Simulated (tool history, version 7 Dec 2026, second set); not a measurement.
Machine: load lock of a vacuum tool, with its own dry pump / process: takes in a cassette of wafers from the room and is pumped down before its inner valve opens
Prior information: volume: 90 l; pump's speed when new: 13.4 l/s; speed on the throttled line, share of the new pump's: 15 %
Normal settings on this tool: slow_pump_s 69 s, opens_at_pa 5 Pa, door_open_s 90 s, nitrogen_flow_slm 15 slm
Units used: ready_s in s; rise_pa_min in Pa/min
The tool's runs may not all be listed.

run   hour  slow_pump_s  opens_at_pa  door_open_s  nitrogen_flow_slm  incoming humidity of the room's air, %  ready_s  rise_pa_min
  1      0           69            5           90                 15                                    44.8    126.5        0.018
  2   59.1           69            5           90                 15                                    44.3    125.8         0.02
  3  113.8           69            5           90                 15                                    44.5    125.4        0.022
  4  162.7           69            5           90                 15                                      44    126.3        0.016
  5  261.8           69            5           90                 15                                    49.9    125.8         0.02
  6    331           69            8           90                 15                                    44.5    121.9        0.016
  7  398.7          123            6           90                 15                                    46.8    169.9        0.016
  8  442.8           35            5           90                 15                                    44.9     97.1        0.023
  9  493.3           92            5           90                 15                                    45.1    145.4        0.019
 10  559.5           68            5           90                  7                                    43.5    122.7        0.024

Branching from run 10: 5 alternative next runs. What would each branch give?
  A  614.9           53            5           96                 26                                    45.8        ?            ?
  B  614.9          118            5           90                 29                                      43        ?            ?
  C  614.9           68            5           90                 18                                    42.7        ?            ?
  D  614.9           34            4           90                  5                                    45.8        ?            ?
  E  614.9          115            5           90                 27                                    41.9        ?            ?

run  ready_s  rise_pa_min
  A    112.3        0.015
  B    166.7        0.014
  C    125.5         0.02
  D     97.6        0.027
  E    164.1         0.01
What these runs would have given with no unlogged condition in the tool:
run  ready_s  rise_pa_min
  A    112.3        0.015
  B    166.7        0.013
  C    125.5         0.02
  D     97.6        0.026
  E    164.1         0.01
